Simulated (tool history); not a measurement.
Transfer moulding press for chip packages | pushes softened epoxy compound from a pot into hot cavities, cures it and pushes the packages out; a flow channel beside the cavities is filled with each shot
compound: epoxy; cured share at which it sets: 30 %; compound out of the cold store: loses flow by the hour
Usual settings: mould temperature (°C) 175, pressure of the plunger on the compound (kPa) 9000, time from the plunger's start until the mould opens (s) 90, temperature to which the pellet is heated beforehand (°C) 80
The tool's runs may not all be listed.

run	day	mould temperature (°C)	pressure of the plunger on the compound (kPa)	time from the plunger's start until the mould opens (s)	temperature to which the pellet is heated beforehand (°C)	incoming compound's hours out of the cold store	length that the compound runs in the flow channel (mm)	greatest force on the pins that push the packages out (N)
1	0.000	175	9000	90	80	26.9	614	363
# day 1.079: cavities cleaned with cleaning compound and waxed
2	1.208	175	9000	90	80	34.9	600	539
3	2.054	175	9000	90	80	34.0	601	481
# day 3.008: cavities cleaned with cleaning compound and waxed
4	3.008	175	9000	90	80	13.1	649	234
# day 3.538: cavities cleaned with cleaning compound and waxed, once more
5	4.217	175	9000	90	80	39.8	589	344
6	5.096	175	8390	90	80	21.9	597	412
# day 5.538: cavities cleaned with cleaning compound and waxed
7	6.096	175	9000	90	88	13.9	626	340
8	6.712	175	9000	90	88	26.2	598	384
# day 7.100: plunger's sealing rings changed
# day 7.625: cavities cleaned with cleaning compound and waxed
9	7.667	175	9000	90	88	27.0	656	233
10	8.712	175	9000	90	88	27.8	656	366
# day 9.612: cavities cleaned with cleaning compound and waxed
11	10.008	175	9000	90	88	16.8	668	307
12	11.208	175	9000	90	88	19.4	661	402
# day 11.562: cavities cleaned with cleaning compound and waxed
13	11.879	175	9000	90	80	31.9	629	295
14	12.521	169	9000	90	80	18.9	670	490
# day 13.538: cavities cleaned with cleaning compound and waxed
15	13.608	175	10990	75	79	14.3	727	357
16	14.150	173	10990	75	80	47.9	654	484
17	14.917	176	8730	73	83	27.0	611	542
# day 15.492: cavities cleaned with cleaning compound and waxed
18	15.704	176	8730	73	83	11.2	646	398
19	16.854	175	10370	90	80	15.1	703	406
# day 17.429: cavities cleaned with cleaning compound and waxed
20	17.621	175	10370	90	80	12.4	699	275
# day 18.371: mould's thermocouples calibrated
21	18.550	180	10370	103	80	32.3	633	336
22	19.092	180	10370	103	80	15.1	684	376
# day 19.454: cavities cleaned with cleaning compound and waxed
23	19.692	183	10350	95	88	44.7	612	239
24	20.533	175	7890	90	81	27.7	576	383
25	21.233	175	7890	90	81	44.1	540	419
# day 21.396: cavities cleaned with cleaning compound and waxed
26	22.475	169	8260	111	71	32.0	575	377
# day 23.367: cavities cleaned with cleaning compound and waxed
27	23.392	169	8260	111	71	26.5	584	237
# day 23.738: plunger's sealing rings changed
28	24.321	175	9120	90	80	22.5	664	366

Hidden state or all else? Some run-to-run changes of length that the compound runs in the flow channel (mm), split into what the settings, what came in and random variation would give without the hidden state, and what is left for the hidden state (with any gauge scatter that isn't in both results):
The hidden state here: true mould temperature over the reading, C; pressure that reaches the compound, % of what is set; grip of the stained cavities, % over clean ones'; drift of the gauge itself on flow_mm, %; drift of the gauge itself on push_out_n, %.
Run 8 -> 9: plunger's sealing rings changed, cavities cleaned with cleaning compound and waxed. length that the compound runs in the flow channel (mm) +58: hidden state +56, all else +2.
Run 15 -> 16: mould temperature (°C) 175 -> 173, temperature to which the pellet is heated beforehand (°C) 79 -> 80. length that the compound runs in the flow channel (mm) -73: hidden state +1, all else -74.
Run 27 -> 28: mould temperature (°C) 169 -> 175, pressure of the plunger on the compound (kPa) 8260 -> 9120, time from the plunger's start until the mould opens (s) 111 -> 90, temperature to which the pellet is heated beforehand (°C) 71 -> 80, plunger's sealing rings changed. length that the compound runs in the flow channel (mm) +80: hidden state +55, all else +25.

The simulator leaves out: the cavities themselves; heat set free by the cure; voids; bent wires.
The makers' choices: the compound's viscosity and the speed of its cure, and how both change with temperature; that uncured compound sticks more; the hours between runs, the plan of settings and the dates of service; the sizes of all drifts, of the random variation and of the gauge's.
